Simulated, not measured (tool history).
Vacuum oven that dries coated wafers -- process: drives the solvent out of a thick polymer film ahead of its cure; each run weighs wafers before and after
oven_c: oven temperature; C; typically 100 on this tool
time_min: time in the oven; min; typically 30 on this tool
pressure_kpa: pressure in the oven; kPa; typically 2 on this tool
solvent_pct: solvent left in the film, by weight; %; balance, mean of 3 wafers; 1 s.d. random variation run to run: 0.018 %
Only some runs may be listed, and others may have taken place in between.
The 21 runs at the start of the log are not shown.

run    hour  oven_c  time_min  pressure_kpa  hours of work since the thermocouples were calibrated  hours of work since the vacuum gauge was cleaned of residue  solvent_pct
 22  1368.7     110        16          2.16                                                    482                                                         2074         1.43
 23  1410.8     115        53          3.22                                                    511                                                         2102         1.13
 24  1488.7     113        30             2                                                    564                                                         2155         0.82
 25  1574.9     109        45           5.1                                                    622                                                         2214         2.06
 26  1662.1     111        40          1.09                                                    682                                                         2273         0.61
 27  1735.3     106        30             2                                                    731                                                         2323         1.11
 28    1819     110        17          2.15                                                    788                                                         2380         1.32
 29  1890.3     110        17          2.15                                                    837                                                         2428         1.36
 30  1942.3     110        17          2.15                                                    872                                                         2464         1.36
 31  1984.8     113        20          2.97                                                    901                                                         2493          1.2
 32  2037.8     100        32          3.64                                                    937                                                         2529         2.28
 33  2126.2      94        47          7.79                                                    997                                                         2589         5.14
 34  2202.1      94        47          7.79                                                   1049                                                         2640         5.15

Branching from run 34: 5 alternative next runs. What would each branch give?
  A  2275.6      95        33          6.04                                                   1099                                                         2690            ?
  B  2275.6     111        19          1.89                                                   1099                                                         2690            ?
  C  2275.6      99        30          1.17                                                   1099                                                         2690            ?
  D  2275.6     105        42          3.34                                                   1099                                                         2690            ?
  E  2275.6     100        30          3.37                                                   1099                                                         2690            ?

run  solvent_pct
  A         4.29
  B         1.03
  C         1.27
  D         1.64
  E         2.22
With no hidden state in the tool, these same runs would have given:
run  solvent_pct
  A         4.37
  B         0.94
  C         1.13
  D         1.46
  E         2.15
